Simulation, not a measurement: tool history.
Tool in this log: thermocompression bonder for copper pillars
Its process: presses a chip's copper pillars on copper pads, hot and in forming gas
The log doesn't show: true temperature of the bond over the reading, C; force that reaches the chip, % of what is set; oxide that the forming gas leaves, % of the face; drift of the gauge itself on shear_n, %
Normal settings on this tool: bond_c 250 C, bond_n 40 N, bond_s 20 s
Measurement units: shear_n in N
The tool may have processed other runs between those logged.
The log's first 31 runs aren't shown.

| run | day | bond_c | bond_n | bond_s | hours of work since the heater was calibrated | hours of work since the force cell was calibrated | hours of work since the gas filter was changed | shear_n |
|---|---|---|---|---|---|---|---|---|
| 32 | 10.392 | 255 | 40 | 40 | 828 | 392 | 354 | 116.9 |
| 33 | 10.812 | 255 | 40 | 40 | 836 | 400 | 362 | 117.7 |
| 34 | 11.121 | 255 | 40 | 40 | 842 | 406 | 367 | 116.7 |
| 35 | 11.4 | 230 | 40 | 20 | 847 | 411 | 372 | 66 |
| 36 | 11.683 | 229 | 40 | 20 | 852 | 416 | 378 | 64.7 |
| 37 | 12 | 251 | 50 | 20 | 858 | 422 | 383 | 109.2 |
| 38 | 12.442 | 265 | 30 | 20 | 866 | 430 | 392 | 89.9 |
| 39 | 12.875 | 265 | 30 | 20 | 874 | 438 | 400 | 90.9 |
| 40 | 13.233 | 227 | 34 | 20 | 881 | 445 | 406 | 53.4 |

Consider 4 possible next runs. They are alternatives, not a sequence: every one starts from the tool as it was left by run 40. What does each give?
| A | 13.517 | 250 | 40 | 19 | 886 | 450 | 411 | ? |
| B | 13.517 | 249 | 40 | 20 | 886 | 450 | 411 | ? |
| C | 13.517 | 275 | 40 | 20 | 886 | 450 | 411 | ? |
| D | 13.517 | 250 | 40 | 14 | 886 | 450 | 411 | ? |

| run | shear_n |
|---|---|
| A | 90.1 |
| B | 91.9 |
| C | 121 |
| D | 82.1 |
With the hidden condition removed and each run's random variation left untouched, the same runs would have given:
| run | shear_n |
|---|---|
| A | 89.9 |
| B | 91.8 |
| C | 122.8 |
| D | 81.7 |
